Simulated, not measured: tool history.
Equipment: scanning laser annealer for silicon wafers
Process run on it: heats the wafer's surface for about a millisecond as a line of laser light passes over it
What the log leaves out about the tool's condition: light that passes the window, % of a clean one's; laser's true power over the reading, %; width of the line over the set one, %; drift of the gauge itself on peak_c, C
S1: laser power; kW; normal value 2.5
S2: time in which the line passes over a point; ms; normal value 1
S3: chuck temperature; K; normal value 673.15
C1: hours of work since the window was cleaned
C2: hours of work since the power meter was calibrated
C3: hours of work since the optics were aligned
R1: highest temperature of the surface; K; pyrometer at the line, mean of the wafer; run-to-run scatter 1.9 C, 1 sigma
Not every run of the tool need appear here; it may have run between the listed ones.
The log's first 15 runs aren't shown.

run     day     S1    S2      S3  C1   C2   C3       R1
      4.654  -- window over the wafer cleaned
 16   4.792   2.34     1  673.15   2  157  301  1405.15
 17       5   2.34     1  673.15   4  160  304  1403.15
 18   5.279   2.34     1  673.15   8  164  308  1404.15
 19   5.692    2.5  1.12  673.15  13  169  313  1513.15
 20   5.929    2.5  1.13  638.15  16  172  316  1482.15
 21   6.271  2.679  0.84  683.15  20  176  320  1439.15
 22     6.6  2.586  0.84  656.15  24  180  324  1389.15
 23   6.908  2.184  0.72  670.15  28  184  328  1226.15
 24   7.196    2.5  0.74  673.15  32  188  332  1326.15
 25   7.567  2.376  1.02  660.15  37  192  336  1409.15
 26    7.85  2.376  1.08  660.15  40  196  340  1435.15
 27   8.108    2.5  0.87  673.15  43  199  343  1392.15
 28   8.488    2.5  0.87  673.15  48  204  348  1390.15
 29   8.838  2.504     1  697.15  52  208  352  1479.15
 30   9.162  2.385     1  673.15  56  212  356  1414.15
 31   9.404  2.385     1  673.15  60  215  359  1415.15
 32   9.783  2.385     1  673.15  64  220  364  1413.15
 33  10.133   2.65  0.89  676.15  69  224  368  1452.15
 34  10.308  2.642  0.89  635.15  71  227  371  1407.15
 35  10.521    2.5     1  672.15  74  229  373  1454.15
 36  10.746  2.447     1  673.15  76  232  376  1436.15
 37  11.121   2.34  0.76  661.15  81  237  381  1277.15

Alternative continuations, all from the tool just after run 37; predict every row:
  A  11.479   2.39  1.23  643.15  86  241  385   ?
  B  11.479   2.34  0.76  642.15  86  241  385   ?
  C  11.479    2.5   1.2  678.15  86  241  385   ?
  D  11.479    2.5  0.77  653.15  86  241  385   ?
  E  11.479  2.513  0.76  697.15  86  241  385   ?

run       R1
  A  1481.15
  B  1256.15
  C  1543.15
  D  1322.15
  E  1362.15
Without the tool's unlogged condition, the same runs would have read:
run       R1
  A  1493.15
  B  1266.15
  C  1556.15
  D  1332.15
  E  1372.15

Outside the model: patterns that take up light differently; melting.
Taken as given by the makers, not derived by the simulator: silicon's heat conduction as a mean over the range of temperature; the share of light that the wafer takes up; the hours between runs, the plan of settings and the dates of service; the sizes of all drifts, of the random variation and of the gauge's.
